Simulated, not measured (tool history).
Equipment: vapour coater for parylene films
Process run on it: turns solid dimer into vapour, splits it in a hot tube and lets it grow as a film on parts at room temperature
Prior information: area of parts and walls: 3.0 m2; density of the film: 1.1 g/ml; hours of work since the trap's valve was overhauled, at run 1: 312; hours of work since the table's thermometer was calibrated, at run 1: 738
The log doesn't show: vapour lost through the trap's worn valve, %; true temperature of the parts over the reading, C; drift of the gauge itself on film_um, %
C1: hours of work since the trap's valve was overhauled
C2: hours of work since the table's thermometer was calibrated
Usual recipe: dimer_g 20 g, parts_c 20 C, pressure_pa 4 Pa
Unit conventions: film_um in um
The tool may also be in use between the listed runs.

Run 1, hour 0.0: usual settings; C1 312; C2 738. Result: film_um 3.54 um.
Run 2, hour 42.6: usual settings; C1 349; C2 774. Result: film_um 3.56 um.
Run 3, hour 65.2: usual settings but dimer_g 22 g; C1 368; C2 794. Result: film_um 3.84 um.
Run 4, hour 91.2: usual settings but dimer_g 22 g; C1 390; C2 816. Result: film_um 3.85 um.
At hour 110.8: trap's valve overhauled.
Run 5, hour 144.2: usual settings; C1 29; C2 858. Result: film_um 3.94 um.
Run 6, hour 177.7: usual settings but parts_c 13 C; C1 58; C2 887. Result: film_um 5.31 um.
Run 7, hour 198.4: usual settings but parts_c 13 C; C1 75; C2 905. Result: film_um 5.30 um.
Run 8, hour 228.8: usual settings; C1 102; C2 931. Result: film_um 3.90 um.

Run 9, settings as shown, results not yet in. Your forecast:
Run 9, hour 265.0: usual settings but dimer_g 18 g; C1 133; C2 962. Result: film_um ?.

film_um: 3.45 um
If the tool had no hidden condition, the same run with the same run-to-run variation would have returned film_um 3.49 um.

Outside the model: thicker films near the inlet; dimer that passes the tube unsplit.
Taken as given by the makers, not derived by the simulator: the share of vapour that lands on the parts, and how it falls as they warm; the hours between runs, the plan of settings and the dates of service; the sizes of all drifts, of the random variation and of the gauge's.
